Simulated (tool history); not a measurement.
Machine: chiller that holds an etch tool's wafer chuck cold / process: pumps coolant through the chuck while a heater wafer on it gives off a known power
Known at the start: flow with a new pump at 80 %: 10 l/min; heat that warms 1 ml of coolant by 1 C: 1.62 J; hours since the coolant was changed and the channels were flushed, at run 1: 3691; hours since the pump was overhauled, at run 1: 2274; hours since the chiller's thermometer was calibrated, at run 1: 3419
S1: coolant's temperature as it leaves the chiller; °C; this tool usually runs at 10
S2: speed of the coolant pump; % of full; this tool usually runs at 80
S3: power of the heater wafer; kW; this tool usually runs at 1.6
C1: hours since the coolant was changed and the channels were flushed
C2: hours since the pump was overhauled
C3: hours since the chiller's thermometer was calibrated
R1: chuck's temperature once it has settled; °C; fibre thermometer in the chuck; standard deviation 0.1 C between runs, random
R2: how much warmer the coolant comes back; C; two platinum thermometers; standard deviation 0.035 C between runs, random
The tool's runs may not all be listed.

run 1 hour=0 | S1=10 S2=80 S3=1.6 | C1=3691 C2=2274 C3=3419 | R1=22.5 R2=6.14
run 2 hour=37.4 | S1=10 S2=80 S3=1.6 | C1=3728 C2=2312 C3=3457 | R1=22.6 R2=6.15
run 3 hour=107.1 | S1=11 S2=80 S3=1.6 | C1=3798 C2=2381 C3=3526 | R1=23.6 R2=6.18
run 4 hour=164.3 | S1=11 S2=80 S3=1.6 | C1=3855 C2=2438 C3=3584 | R1=23.6 R2=6.23
run 5 hour=209.4 | S1=10 S2=80 S3=1.109 | C1=3900 C2=2484 C3=3629 | R1=18.7 R2=4.26
run 6 hour=279.7 | S1=10 S2=80 S3=1.109 | C1=3971 C2=2554 C3=3699 | R1=18.5 R2=4.34
run 7 hour=349.9 | S1=10 S2=80 S3=1.109 | C1=4041 C2=2624 C3=3769 | R1=18.7 R2=4.26

The next listed run, before its measurement:
run 8 hour=401.5 | S1=10 S2=80 S3=1.109 | C1=4092 C2=2676 C3=3821 | R1=? R2=?

For run 8 the tool returned R1 18.6 °C, R2 4.31 C.
Take away the tool's hidden state, keep the run-to-run variation as it was, and the same run would have given R1 17.9 °C, R2 4.11 C.

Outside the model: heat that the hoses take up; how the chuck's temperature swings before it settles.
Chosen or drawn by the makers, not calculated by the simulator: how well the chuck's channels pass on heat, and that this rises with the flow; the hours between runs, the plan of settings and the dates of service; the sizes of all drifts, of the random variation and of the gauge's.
